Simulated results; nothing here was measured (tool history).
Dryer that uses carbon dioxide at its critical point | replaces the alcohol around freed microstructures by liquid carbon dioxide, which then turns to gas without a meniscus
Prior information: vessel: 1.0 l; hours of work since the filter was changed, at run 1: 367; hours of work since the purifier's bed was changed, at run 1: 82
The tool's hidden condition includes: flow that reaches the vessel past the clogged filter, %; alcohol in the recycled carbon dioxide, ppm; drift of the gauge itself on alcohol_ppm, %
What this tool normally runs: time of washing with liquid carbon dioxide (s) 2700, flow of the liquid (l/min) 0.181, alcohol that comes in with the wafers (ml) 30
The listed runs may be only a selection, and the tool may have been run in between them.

| run | hour | time of washing with liquid carbon dioxide (s) | flow of the liquid (l/min) | alcohol that comes in with the wafers (ml) | hours of work since the filter was changed | hours of work since the purifier's bed was changed | alcohol left in the vessel before it's heated (ppm by volume) |
|---|---|---|---|---|---|---|---|
| 1 | 0.0 | 2700 | 0.181 | 30 | 367 | 82 | 35 |
| 2 | 15.5 | 2760 | 0.181 | 30 | 378 | 93 | 32 |
| 3 | 34.3 | 2760 | 0.181 | 31 | 391 | 106 | 35 |
| 4 | 54.2 | 2760 | 0.181 | 31 | 405 | 120 | 35 |
| 5 | 66.8 | 2700 | 0.181 | 30 | 414 | 129 | 46 |
| 6 | 81.5 | 2700 | 0.147 | 30 | 424 | 140 | 114 |
| 7 | 93.1 | 2700 | 0.147 | 30 | 432 | 148 | 126 |
| 8 | 108.7 | 2700 | 0.147 | 30 | 443 | 159 | 131 |
| 9 | 122.6 | 2700 | 0.147 | 30 | 453 | 169 | 129 |
|  | 130.5 | inlet filter changed |
| 10 | 138.9 | 2700 | 0.147 | 30 | 6 | 179 | 78 |
| 11 | 157.8 | 2700 | 0.147 | 30 | 19 | 193 | 87 |
| 12 | 175.1 | 2700 | 0.147 | 30 | 31 | 205 | 81 |
| 13 | 195.2 | 2700 | 0.147 | 30 | 46 | 219 | 75 |
| 14 | 208.0 | 4260 | 0.147 | 23 | 55 | 228 | 33 |
| 15 | 223.5 | 2700 | 0.156 | 92 | 66 | 239 | 139 |
| 16 | 243.8 | 4140 | 0.181 | 28 | 80 | 253 | 29 |
| 17 | 261.5 | 2700 | 0.252 | 116 | 93 | 266 | 28 |
| 18 | 273.8 | 2700 | 0.252 | 116 | 101 | 275 | 35 |
| 19 | 283.6 | 4260 | 0.115 | 66 | 108 | 282 | 53 |
| 20 | 300.8 | 4260 | 0.279 | 22 | 120 | 294 | 32 |
| 21 | 316.9 | 2520 | 0.154 | 66 | 132 | 305 | 188 |
| 22 | 330.9 | 3060 | 0.181 | 43 | 142 | 315 | 44 |
| 23 | 347.8 | 2700 | 0.216 | 30 | 153 | 327 | 42 |
| 24 | 364.9 | 2700 | 0.194 | 52 | 166 | 339 | 53 |
| 25 | 380.7 | 2700 | 0.194 | 52 | 177 | 350 | 45 |

Forecast each of these 4 alternatives for the next run:
| A | 390.8 | 4020 | 0.181 | 52 | 184 | 357 | ? |
| B | 390.8 | 1620 | 0.243 | 118 | 184 | 357 | ? |
| C | 390.8 | 2700 | 0.139 | 52 | 184 | 357 | ? |
| D | 390.8 | 3960 | 0.254 | 67 | 184 | 357 | ? |

| run | alcohol left in the vessel before it's heated (ppm by volume) |
|---|---|
| A | 41 |
| B | 270 |
| C | 203 |
| D | 41 |
The same runs, with their run-to-run variation unchanged, on a tool lacking any hidden condition would have given:
| run | alcohol left in the vessel before it's heated (ppm by volume) |
|---|---|
| A | 7 |
| B | 159 |
| C | 119 |
| D | 7 |
